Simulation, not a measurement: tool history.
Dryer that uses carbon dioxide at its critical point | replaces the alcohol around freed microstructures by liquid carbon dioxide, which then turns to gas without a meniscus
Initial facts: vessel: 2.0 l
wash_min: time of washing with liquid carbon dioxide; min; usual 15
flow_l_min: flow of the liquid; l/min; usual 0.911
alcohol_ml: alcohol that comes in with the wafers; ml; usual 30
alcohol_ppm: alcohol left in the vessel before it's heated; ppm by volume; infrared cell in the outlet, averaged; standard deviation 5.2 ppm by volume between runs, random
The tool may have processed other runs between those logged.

run   hour  wash_min  flow_l_min  alcohol_ml  alcohol_ppm
  1      0        15       0.911          30          157
  2   11.9        15       0.911          31          174
  3   26.9        15       0.911          30          170
  4     39        15       0.911          30          167
  5   49.2        15       0.911          30          177
  6     64        15       1.041          30          108
  7   80.1        15       0.911          30          170
  8   90.5        15       0.911         107          463
  9    101        15       0.866          30          208
 10  116.6        15       0.866          30          210
 11  128.2        15       0.866          30          217
 12  143.5        15       0.866          30          216
 13  157.8        15       0.911          30          185
 14  166.2        15       0.911          30          182
 15  178.2        13       1.264         113          243
 16  191.7        13       0.559          22          899
 17    206        11       0.559          30         1760

Predict the results of run 18:
 18  219.1        11       0.559          30            ?

{"run 18": {"alcohol_ppm": 1774}}
Were there no unlogged condition in the tool, this run, its random variation unchanged, would have produced alcohol_ppm 1507 ppm by volume.
